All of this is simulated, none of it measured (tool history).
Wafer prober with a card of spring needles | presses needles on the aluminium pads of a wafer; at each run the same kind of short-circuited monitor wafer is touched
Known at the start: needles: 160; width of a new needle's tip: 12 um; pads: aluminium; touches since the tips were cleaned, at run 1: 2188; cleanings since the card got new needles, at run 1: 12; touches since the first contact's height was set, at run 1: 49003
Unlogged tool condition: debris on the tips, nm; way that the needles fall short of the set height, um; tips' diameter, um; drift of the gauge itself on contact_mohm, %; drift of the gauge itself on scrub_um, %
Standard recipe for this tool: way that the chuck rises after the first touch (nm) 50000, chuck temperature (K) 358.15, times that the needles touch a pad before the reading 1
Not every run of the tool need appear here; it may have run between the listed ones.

run   hour  way that the chuck rises after the first touch (nm)  chuck temperature (K)  times that the needles touch a pad before the reading  touches since the tips were cleaned  cleanings since the card got new needles  touches since the first contact's height was set  resistance of one needle with its contact and lead (mohm)  way that a needle slides on the pad (nm)
  1    0.0                                                50000                 358.15                                                      1                                 2188                                        12                                             49003                                                        249                                      8730
       3.2  -- tips cleaned on abrasive film
      13.2  -- tips cleaned on abrasive film
  2   19.7                                                50000                 358.15                                                      1                                 2587                                        14                                             56711                                                        249                                      8710
      21.8  -- tips cleaned on abrasive film
      32.3  -- tips cleaned on abrasive film
  3   36.3                                                50000                 303.15                                                      1                                 1577                                        16                                             63154                                                        233                                      8640
      41.5  -- tips cleaned on abrasive film
      51.3  -- tips cleaned on abrasive film
      61.3  -- tips cleaned on abrasive film
  4   62.1                                                50000                 303.15                                                      1                                  305                                        19                                             73225                                                        223                                      8620
      70.4  -- tips cleaned on abrasive film
  5   75.8                                                50000                 303.15                                                      1                                 2144                                        20                                             78587                                                        240                                      8560
      79.4  -- tips cleaned on abrasive film
      88.7  -- tips cleaned on abrasive film
      98.2  -- tips cleaned on abrasive film
  6  102.3                                                50000                 303.15                                                      1                                 1622                                        23                                             88928                                                        233                                      8580
     108.6  -- tips cleaned on abrasive film
     118.5  -- tips cleaned on abrasive film
     127.9  -- tips cleaned on abrasive film
  7  132.8                                                50000                 358.15                                                      1                                 1920                                        26                                            100831                                                        247                                      8480
     136.6  -- tips cleaned on abrasive film
     145.4  -- tips cleaned on abrasive film
  8  152.2                                                70000                 358.15                                                      2                                 2669                                        28                                            108415                                                        242                                     12010
     154.3  -- tips cleaned on abrasive film
     164.0  -- tips cleaned on abrasive film
  9  170.1                                                34000                 387.15                                                      1                                 2393                                        30                                            115400                                                        275                                      5640
     174.4  -- tips cleaned on abrasive film
     183.4  -- tips cleaned on abrasive film
     192.7  -- tips cleaned on abrasive film
     198.9  -- height of the first contact set anew
 10  201.0                                                59000                 367.15                                                      3                                 3148                                        33                                               819                                                        237                                     10470
     202.8  -- tips cleaned on abrasive film
     212.0  -- tips cleaned on abrasive film
     222.0  -- tips cleaned on abrasive film
 11  222.5                                                59000                 367.15                                                      3                                  210                                        36                                              9167                                                        232                                     10470

Expected results for the next run?
     231.8  -- tips cleaned on abrasive film
 12  236.9                                                59000                 367.15                                                      3                                 2005                                        37                                             14804                                                          ?                                         ?

Logged for run 12: resistance of one needle with its contact and lead (mohm) 239, way that a needle slides on the pad (nm) 10450.
Had the tool carried no hidden state, the very same run would have given resistance of one needle with its contact and lead (mohm) 234, way that a needle slides on the pad (nm) 10500.
